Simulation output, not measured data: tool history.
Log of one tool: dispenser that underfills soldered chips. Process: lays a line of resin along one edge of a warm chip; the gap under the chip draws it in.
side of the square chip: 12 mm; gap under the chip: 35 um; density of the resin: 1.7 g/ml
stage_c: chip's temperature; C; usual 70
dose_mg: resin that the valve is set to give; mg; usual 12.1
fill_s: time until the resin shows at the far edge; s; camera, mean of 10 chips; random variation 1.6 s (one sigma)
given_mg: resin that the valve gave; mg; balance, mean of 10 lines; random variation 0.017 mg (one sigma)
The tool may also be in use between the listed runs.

| run | hour | stage_c | dose_mg | fill_s | given_mg |
|---|---|---|---|---|---|
| 1 | 0 | 70 | 12.1 | 179.7 | 11.95 |
| 2 | 3.6 | 70 | 12.1 | 204.9 | 11.95 |
| 3 | 7.7 | 60 | 12.1 | 382.9 | 11.88 |
|  | 10.8 | new syringe of resin |
| 4 | 11.6 | 60 | 12.1 | 275.8 | 11.9 |
| 5 | 15.7 | 70 | 12.1 | 192.8 | 11.88 |
| 6 | 19.3 | 70 | 12.1 | 219.7 | 11.88 |
| 7 | 23.4 | 59 | 12.1 | 436.3 | 11.82 |
|  | 24.9 | new syringe of resin |
| 8 | 28.6 | 70 | 12.1 | 178.1 | 11.84 |
| 9 | 31.4 | 59 | 12.1 | 345.7 | 11.84 |
| 10 | 33.8 | 75 | 12.1 | 173 | 11.83 |
|  | 39.2 | dispensing valve cleaned and set on the balance |
|  | 40.2 | new syringe of resin |
| 11 | 40.2 | 84 | 12.1 | 83.1 | 12.1 |
| 12 | 43.5 | 70 | 12.1 | 176.9 | 12.08 |
| 13 | 45.8 | 70 | 12.1 | 195.1 | 12.06 |
| 14 | 50.3 | 70 | 12.1 | 227.2 | 12.03 |
| 15 | 53.3 | 70 | 12.1 | 255.1 | 12.03 |
|  | 54.1 | new syringe of resin |
| 16 | 56.3 | 70 | 12.1 | 179.2 | 12.04 |
| 17 | 59.3 | 70 | 12.1 | 199.8 | 12 |
| 18 | 61.9 | 70 | 12.1 | 213.3 | 11.98 |
| 19 | 67.1 | 70 | 12.1 | 257.8 | 12 |
|  | 68 | new syringe of resin |
| 20 | 72.1 | 59 | 10.4 | 344.2 | 10.3 |
| 21 | 75.2 | 59 | 10.4 | 377.2 | 10.28 |
| 22 | 78.9 | 64 | 13 | 315.4 | 12.83 |
| 23 | 81.5 | 79 | 15.7 | 168.1 | 15.48 |
|  | 82.1 | new syringe of resin |
| 24 | 84.9 | 77 | 14.2 | 126.7 | 14.01 |
| 25 | 87.5 | 77 | 14.2 | 139.6 | 13.96 |
| 26 | 89.6 | 77 | 15.7 | 148.5 | 15.46 |
| 27 | 92.5 | 57 | 15.7 | 433 | 15.44 |
| 28 | 94.7 | 75 | 10.6 | 212.9 | 10.44 |
|  | 96 | new syringe of resin |
| 29 | 99 | 61 | 12.7 | 277.3 | 12.43 |
| 30 | 103.6 | 61 | 12.7 | 332.3 | 12.45 |
| 31 | 108.1 | 61 | 12.7 | 387.4 | 12.45 |
|  | 110 | new syringe of resin |
| 32 | 113.3 | 61 | 12.7 | 285.8 | 12.4 |
|  | 116.8 | dispensing valve cleaned and set on the balance |
| 33 | 117.7 | 70 | 13 | 213.7 | 12.99 |
| 34 | 122.2 | 78 | 15.3 | 168.3 | 15.25 |
|  | 125 | new syringe of resin |
| 35 | 126.9 | 77 | 10.7 | 132.3 | 10.68 |

Forecast each of these 5 alternatives for the next run:
| A | 129.8 | 82 | 11 | ? | ? |
| B | 129.8 | 74 | 10.4 | ? | ? |
| C | 129.8 | 59 | 14.4 | ? | ? |
| D | 129.8 | 60 | 14.5 | ? | ? |
| E | 129.8 | 70 | 10.9 | ? | ? |

| run | fill_s | given_mg |
|---|---|---|
| A | 115.1 | 10.95 |
| B | 169.1 | 10.36 |
| C | 329 | 14.34 |
| D | 317.4 | 14.44 |
| E | 199.8 | 10.85 |
Without the tool's hidden state the same runs would have given:
| run | fill_s | given_mg |
|---|---|---|
| A | 90.8 | 11 |
| B | 133.1 | 10.4 |
| C | 257.9 | 14.41 |
| D | 249 | 14.5 |
| E | 157.1 | 10.9 |
